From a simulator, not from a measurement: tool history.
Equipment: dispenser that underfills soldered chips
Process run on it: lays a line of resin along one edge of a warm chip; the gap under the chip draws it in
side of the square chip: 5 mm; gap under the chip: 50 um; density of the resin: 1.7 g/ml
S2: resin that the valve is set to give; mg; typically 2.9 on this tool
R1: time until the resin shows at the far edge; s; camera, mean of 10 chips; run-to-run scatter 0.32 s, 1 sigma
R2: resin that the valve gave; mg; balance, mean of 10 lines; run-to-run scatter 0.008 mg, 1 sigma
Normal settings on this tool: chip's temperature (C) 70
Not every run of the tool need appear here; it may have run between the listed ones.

{"run": 1, "hour": 0.0, "chip's temperature (C)": 70, "S2": 2.9, "R1": 14.8, "R2": 2.818}
{"hour": 5.9, "done": "new syringe of resin"}
{"run": 2, "hour": 9.6, "chip's temperature (C)": 70, "S2": 2.9, "R1": 14.8, "R2": 2.818}
{"hour": 16.2, "done": "new syringe of resin"}
{"run": 3, "hour": 21.5, "chip's temperature (C)": 70, "S2": 2.9, "R1": 16.1, "R2": 2.772}
{"hour": 26.9, "done": "new syringe of resin"}
{"hour": 34.4, "done": "dispensing valve cleaned and set on the balance"}
{"run": 4, "hour": 35.6, "chip's temperature (C)": 70, "S2": 2.9, "R1": 18.2, "R2": 2.898}
{"hour": 38.2, "done": "new syringe of resin"}
{"run": 5, "hour": 44.2, "chip's temperature (C)": 70, "S2": 2.69, "R1": 16.1, "R2": 2.684}
{"hour": 49.1, "done": "new syringe of resin"}
{"run": 6, "hour": 53.4, "chip's temperature (C)": 70, "S2": 2.69, "R1": 15, "R2": 2.655}
{"hour": 60.1, "done": "new syringe of resin"}
{"run": 7, "hour": 60.1, "chip's temperature (C)": 70, "S2": 2.9, "R1": 11.2, "R2": 2.863}
{"hour": 70.4, "done": "new syringe of resin"}
{"run": 8, "hour": 70.4, "chip's temperature (C)": 72, "S2": 2.73, "R1": 10.8, "R2": 2.69}
{"run": 9, "hour": 79.6, "chip's temperature (C)": 80, "S2": 2.87, "R1": 13.1, "R2": 2.809}
{"hour": 80.9, "done": "new syringe of resin"}
{"hour": 91.4, "done": "new syringe of resin"}
{"run": 10, "hour": 92.3, "chip's temperature (C)": 80, "S2": 2.87, "R1": 8, "R2": 2.794}
{"run": 11, "hour": 99.5, "chip's temperature (C)": 80, "S2": 2.87, "R1": 12.5, "R2": 2.783}
{"hour": 102.1, "done": "new syringe of resin"}
{"run": 12, "hour": 109.9, "chip's temperature (C)": 58, "S2": 2.8, "R1": 29.8, "R2": 2.7}
{"hour": 112.9, "done": "new syringe of resin"}
{"run": 13, "hour": 122.0, "chip's temperature (C)": 74, "S2": 3.05, "R1": 16.6, "R2": 2.917}

4 ways to go on from here, each from the tool as it stands after run 13. What would each give?
{"hour": 123.5, "done": "new syringe of resin"}
{"hour": 128.6, "done": "dispensing valve cleaned and set on the balance"}
{"hour": 134.7, "done": "new syringe of resin"}
{"run": "A", "hour": 135.3, "chip's temperature (C)": 72, "S2": 3.05, "R1": "?", "R2": "?"}
{"hour": 123.5, "done": "new syringe of resin"}
{"hour": 128.6, "done": "dispensing valve cleaned and set on the balance"}
{"hour": 134.7, "done": "new syringe of resin"}
{"run": "B", "hour": 135.3, "chip's temperature (C)": 58, "S2": 3.07, "R1": "?", "R2": "?"}
{"hour": 123.5, "done": "new syringe of resin"}
{"hour": 128.6, "done": "dispensing valve cleaned and set on the balance"}
{"hour": 134.7, "done": "new syringe of resin"}
{"run": "C", "hour": 135.3, "chip's temperature (C)": 66, "S2": 3.54, "R1": "?", "R2": "?"}
{"hour": 123.5, "done": "new syringe of resin"}
{"hour": 128.6, "done": "dispensing valve cleaned and set on the balance"}
{"hour": 134.7, "done": "new syringe of resin"}
{"run": "D", "hour": 135.3, "chip's temperature (C)": 63, "S2": 3.09, "R1": "?", "R2": "?"}

run=A R1=11.1 R2=3.047
run=B R1=19.6 R2=3.05
run=C R1=13.5 R2=3.505
run=D R1=15.2 R2=3.077
Take away the tool's hidden state, keep each run's random variation, and the runs would have read:
run=A R1=10.6 R2=3.061
run=B R1=18.7 R2=3.065
run=C R1=12.9 R2=3.521
run=D R1=14.5 R2=3.091
